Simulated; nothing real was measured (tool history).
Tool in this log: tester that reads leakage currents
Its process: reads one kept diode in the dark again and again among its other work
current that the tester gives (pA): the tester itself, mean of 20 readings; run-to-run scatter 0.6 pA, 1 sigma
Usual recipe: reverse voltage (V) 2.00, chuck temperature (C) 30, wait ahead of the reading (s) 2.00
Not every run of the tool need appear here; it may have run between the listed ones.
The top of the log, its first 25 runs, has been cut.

run,hour,reverse voltage (V),chuck temperature (C),wait ahead of the reading (s),hours of work since the probe card was cleaned,hours of work since the tester was calibrated,hours of work since the chuck was calibrated,current that the tester gives (pA)
26,3362.3,2.00,31,2.00,2166,2701,1262,213.99
27,3533.3,1.17,28,2.00,2296,2831,1393,128.46
28,3634.7,1.17,28,2.00,2373,2908,1470,127.84
29,3732.4,1.17,28,2.00,2448,2982,1544,127.94
30,3845.8,1.03,29,0.95,2534,3068,1630,134.01
31,4003.3,18.12,30,2.80,2654,3188,1750,473.84
32,4191.8,1.37,30,2.00,2797,3331,1893,163.11
33,4288.0,3.70,27,1.83,2870,3404,1966,184.59
34,4453.0,3.70,27,1.83,2996,3530,2092,183.86
# hour 4563.3: chuck's temperature calibrated
35,4593.0,4.63,32,8.18,3101,3635,23,345.25
36,4738.3,8.76,50,0.37,3211,3745,133,2122.04
37,4846.0,12.40,30,3.60,3293,3827,215,428.88
# hour 5018.3: probe card cleaned and baked
38,5020.6,12.40,30,3.60,2,3958,345,419.32

Each row is a separate what-if for the run after 38, all from the same tool condition, not one after another. Results?
A,5147.5,1.71,31,2.38,98,4054,442,?
B,5147.5,4.39,58,2.00,98,4054,442,?
C,5147.5,2.44,43,0.68,98,4054,442,?
D,5147.5,1.41,52,0.47,98,4054,442,?

run,current that the tester gives (pA)
A,206.18
B,3007.85
C,696.61
D,1179.70
With no hidden state in the tool, these same runs would have given:
run,current that the tester gives (pA)
A,204.72
B,2983.35
C,691.33
D,1170.37
